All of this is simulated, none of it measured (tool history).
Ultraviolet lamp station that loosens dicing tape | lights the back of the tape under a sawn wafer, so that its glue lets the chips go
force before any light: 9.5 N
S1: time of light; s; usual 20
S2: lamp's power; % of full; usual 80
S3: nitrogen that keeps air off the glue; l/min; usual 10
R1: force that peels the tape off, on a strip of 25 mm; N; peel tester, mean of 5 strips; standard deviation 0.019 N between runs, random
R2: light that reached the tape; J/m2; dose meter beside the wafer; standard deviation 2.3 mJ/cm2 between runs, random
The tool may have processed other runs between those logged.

run,day,S1,S2,S3,R1,R2
1,0.000,20,80,10,1.123,2240
2,0.358,20,80,10,1.047,2200
3,0.629,20,80,10,1.113,2250
4,0.796,20,80,10,1.094,2220
5,1.138,20,80,10,1.146,2220
6,1.354,20,93,10,0.830,2530
7,1.638,20,80,13,0.972,2210
# day 1.688: window cleaned of glue's vapour
8,1.883,17,80,10,1.580,1800
9,2.062,17,80,10,1.597,1840
# day 2.400: window cleaned of glue's vapour, once more
10,2.458,20,91,10,0.749,2640
11,2.646,12,66,10,3.041,1160
12,2.862,12,66,10,3.041,1160
13,3.162,12,78,9,2.523,1350
14,3.342,20,85,7,1.130,2440
15,3.533,20,85,7,1.159,2470
16,3.917,34,62,3,1.505,3050
17,4.254,19,62,3,3.129,1680
18,4.492,19,62,3,3.190,1690
19,4.804,19,62,3,3.337,1700
20,5.179,19,62,3,3.303,1690

Pick out some run-to-run changes in R1. Of each, how much would a tool without hidden state show as well, from the settings, what came in and chance, and how much is left for the hidden state and any gauge scatter not in both results compared?
The hidden state here: lamp's light, % of a new lamp's; light that the window lets through, % of a clean one's; drift of the gauge itself on peel_n, %; drift of the gauge itself on dose_mj_cm2, %.
Run 7 -> 8: S1 20 -> 17, S3 13 -> 10, window cleaned of glue's vapour. R1 +0.608 N: hidden state +0.129, all else +0.479.
Run 9 -> 10: S1 17 -> 20, S2 80 -> 91, window cleaned of glue's vapour, once more. R1 -0.848 N: hidden state -0.248, all else -0.600.
Run 10 -> 11: S1 20 -> 12, S2 91 -> 66. R1 +2.292 N: hidden state +0.067, all else +2.225.
Run 16 -> 17: S1 34 -> 19. R1 +1.624 N: hidden state +0.034, all else +1.590.
